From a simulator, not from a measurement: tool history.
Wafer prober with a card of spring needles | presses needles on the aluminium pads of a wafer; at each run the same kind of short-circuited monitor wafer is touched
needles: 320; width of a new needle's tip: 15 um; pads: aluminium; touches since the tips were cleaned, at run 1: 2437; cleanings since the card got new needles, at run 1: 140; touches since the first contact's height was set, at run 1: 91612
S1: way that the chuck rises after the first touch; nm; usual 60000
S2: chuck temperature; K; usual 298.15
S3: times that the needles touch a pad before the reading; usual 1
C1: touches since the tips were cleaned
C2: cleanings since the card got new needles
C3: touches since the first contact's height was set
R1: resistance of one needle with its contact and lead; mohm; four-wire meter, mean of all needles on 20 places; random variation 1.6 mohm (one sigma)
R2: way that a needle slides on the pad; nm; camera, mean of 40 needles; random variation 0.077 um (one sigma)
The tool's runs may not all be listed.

{"run": 1, "hour": 0.0, "S1": 60000, "S2": 298.15, "S3": 1, "C1": 2437, "C2": 140, "C3": 91612, "R1": 182, "R2": 10990}
{"hour": 5.7, "done": "tips cleaned on abrasive film"}
{"hour": 19.9, "done": "tips cleaned on abrasive film"}
{"hour": 34.1, "done": "tips cleaned on abrasive film"}
{"hour": 42.9, "done": "height of the first contact set anew"}
{"run": 2, "hour": 44.8, "S1": 60000, "S2": 298.15, "S3": 1, "C1": 3381, "C2": 143, "C3": 623, "R1": 192, "R2": 11410}
{"hour": 47.7, "done": "tips cleaned on abrasive film"}
{"hour": 61.9, "done": "tips cleaned on abrasive film"}
{"hour": 73.3, "done": "tips cleaned on abrasive film"}
{"hour": 87.5, "done": "tips cleaned on abrasive film"}
{"hour": 101.7, "done": "tips cleaned on abrasive film"}
{"hour": 115.9, "done": "tips cleaned on abrasive film"}
{"hour": 127.8, "done": "tips cleaned on abrasive film"}
{"run": 3, "hour": 127.8, "S1": 60000, "S2": 298.15, "S3": 2, "C1": 0, "C2": 150, "C3": 27468, "R1": 159, "R2": 11380}
{"hour": 139.2, "done": "tips cleaned on abrasive film"}
{"hour": 153.4, "done": "tips cleaned on abrasive film"}
{"hour": 164.8, "done": "tips cleaned on abrasive film"}
{"hour": 179.0, "done": "tips cleaned on abrasive film"}
{"run": 4, "hour": 185.9, "S1": 60000, "S2": 298.15, "S3": 2, "C1": 2258, "C2": 154, "C3": 46278, "R1": 173, "R2": 11290}
{"hour": 191.7, "done": "tips cleaned on abrasive film"}
{"hour": 203.1, "done": "tips cleaned on abrasive film"}
{"hour": 217.3, "done": "tips cleaned on abrasive film"}
{"hour": 231.4, "done": "tips cleaned on abrasive film"}
{"hour": 245.6, "done": "tips cleaned on abrasive film"}
{"hour": 257.0, "done": "tips cleaned on abrasive film"}
{"hour": 271.2, "done": "tips cleaned on abrasive film"}
{"run": 5, "hour": 271.4, "S1": 60000, "S2": 298.15, "S3": 2, "C1": 68, "C2": 161, "C3": 73927, "R1": 161, "R2": 11040}
{"hour": 282.8, "done": "tips cleaned on abrasive film"}
{"hour": 297.0, "done": "tips cleaned on abrasive film"}
{"hour": 311.2, "done": "tips cleaned on abrasive film"}
{"hour": 325.4, "done": "tips cleaned on abrasive film"}
{"run": 6, "hour": 335.5, "S1": 60000, "S2": 298.15, "S3": 2, "C1": 3302, "C2": 165, "C3": 94684, "R1": 182, "R2": 11020}
{"hour": 338.4, "done": "tips cleaned on abrasive film"}
{"hour": 349.8, "done": "tips cleaned on abrasive film"}
{"hour": 364.0, "done": "tips cleaned on abrasive film"}
{"hour": 367.1, "done": "height of the first contact set anew"}
{"hour": 378.5, "done": "tips cleaned on abrasive film"}
{"hour": 389.9, "done": "tips cleaned on abrasive film"}
{"hour": 404.1, "done": "tips cleaned on abrasive film"}
{"run": 7, "hour": 408.5, "S1": 60000, "S2": 298.15, "S3": 2, "C1": 1451, "C2": 171, "C3": 13402, "R1": 173, "R2": 11390}
{"hour": 417.1, "done": "tips cleaned on abrasive film"}
{"hour": 431.3, "done": "tips cleaned on abrasive film"}
{"hour": 442.7, "done": "tips cleaned on abrasive film"}
{"hour": 456.9, "done": "tips cleaned on abrasive film"}
{"hour": 471.1, "done": "tips cleaned on abrasive film"}
{"hour": 482.4, "done": "tips cleaned on abrasive film"}
{"hour": 494.7, "done": "tips cleaned on abrasive film"}
{"run": 8, "hour": 494.7, "S1": 60000, "S2": 298.15, "S3": 2, "C1": 0, "C2": 178, "C3": 41275, "R1": 163, "R2": 11190}
{"hour": 497.6, "done": "tips cleaned on abrasive film, once more"}
{"hour": 509.0, "done": "tips cleaned on abrasive film"}
{"hour": 520.4, "done": "tips cleaned on abrasive film"}
{"hour": 534.6, "done": "tips cleaned on abrasive film"}
{"hour": 548.8, "done": "tips cleaned on abrasive film"}
{"hour": 563.0, "done": "tips cleaned on abrasive film"}
{"hour": 575.0, "done": "tips cleaned on abrasive film"}
{"run": 9, "hour": 575.0, "S1": 65000, "S2": 298.15, "S3": 2, "C1": 0, "C2": 185, "C3": 67228, "R1": 158, "R2": 12090}
{"hour": 589.2, "done": "tips cleaned on abrasive film"}
{"hour": 603.4, "done": "tips cleaned on abrasive film"}
{"hour": 617.6, "done": "tips cleaned on abrasive film"}
{"hour": 631.8, "done": "tips cleaned on abrasive film"}
{"hour": 646.0, "done": "tips cleaned on abrasive film"}
{"run": 10, "hour": 646.8, "S1": 60000, "S2": 298.15, "S3": 1, "C1": 263, "C2": 190, "C3": 90474, "R1": 166, "R2": 10980}
{"hour": 658.2, "done": "tips cleaned on abrasive film"}
{"hour": 669.6, "done": "tips cleaned on abrasive film"}
{"hour": 683.8, "done": "tips cleaned on abrasive film"}
{"hour": 692.5, "done": "height of the first contact set anew"}
{"hour": 698.3, "done": "tips cleaned on abrasive film"}
{"run": 11, "hour": 709.0, "S1": 61000, "S2": 298.15, "S3": 1, "C1": 3503, "C2": 194, "C3": 5342, "R1": 201, "R2": 11520}
{"hour": 711.9, "done": "tips cleaned on abrasive film"}
{"hour": 726.1, "done": "tips cleaned on abrasive film"}
{"hour": 740.3, "done": "tips cleaned on abrasive film"}
{"hour": 751.7, "done": "tips cleaned on abrasive film"}
{"run": 12, "hour": 757.8, "S1": 44000, "S2": 364.15, "S3": 2, "C1": 1988, "C2": 198, "C3": 21120, "R1": 213, "R2": 8220}
{"hour": 763.5, "done": "tips cleaned on abrasive film"}
{"hour": 777.7, "done": "tips cleaned on abrasive film"}
{"hour": 791.9, "done": "tips cleaned on abrasive film"}
{"hour": 803.3, "done": "tips cleaned on abrasive film"}
{"hour": 817.5, "done": "tips cleaned on abrasive film"}
{"hour": 831.1, "done": "tips cleaned on abrasive film"}
{"run": 13, "hour": 831.1, "S1": 44000, "S2": 364.15, "S3": 2, "C1": 0, "C2": 204, "C3": 44813, "R1": 186, "R2": 8300}
{"hour": 845.3, "done": "tips cleaned on abrasive film"}
{"hour": 859.5, "done": "tips cleaned on abrasive film"}
{"hour": 873.7, "done": "tips cleaned on abrasive film"}
{"hour": 887.8, "done": "tips cleaned on abrasive film"}
{"hour": 899.2, "done": "tips cleaned on abrasive film"}
{"run": 14, "hour": 907.2, "S1": 44000, "S2": 364.15, "S3": 2, "C1": 2600, "C2": 209, "C3": 69477, "R1": 222, "R2": 8050}

Forecast run 15:
{"hour": 912.9, "done": "tips cleaned on abrasive film"}
{"hour": 927.1, "done": "tips cleaned on abrasive film"}
{"hour": 939.1, "done": "card fitted with new needles"}
{"hour": 953.3, "done": "tips cleaned on abrasive film"}
{"hour": 967.5, "done": "tips cleaned on abrasive film"}
{"hour": 981.7, "done": "tips cleaned on abrasive film"}
{"run": 15, "hour": 982.9, "S1": 44000, "S2": 364.15, "S3": 2, "C1": 370, "C2": 3, "C3": 14160, "R1": "?", "R2": "?"}

R1: 173 mohm
R2: 8350 nm
Without the tool's hidden state the same run would have given R1 168 mohm, R2 8400 nm.

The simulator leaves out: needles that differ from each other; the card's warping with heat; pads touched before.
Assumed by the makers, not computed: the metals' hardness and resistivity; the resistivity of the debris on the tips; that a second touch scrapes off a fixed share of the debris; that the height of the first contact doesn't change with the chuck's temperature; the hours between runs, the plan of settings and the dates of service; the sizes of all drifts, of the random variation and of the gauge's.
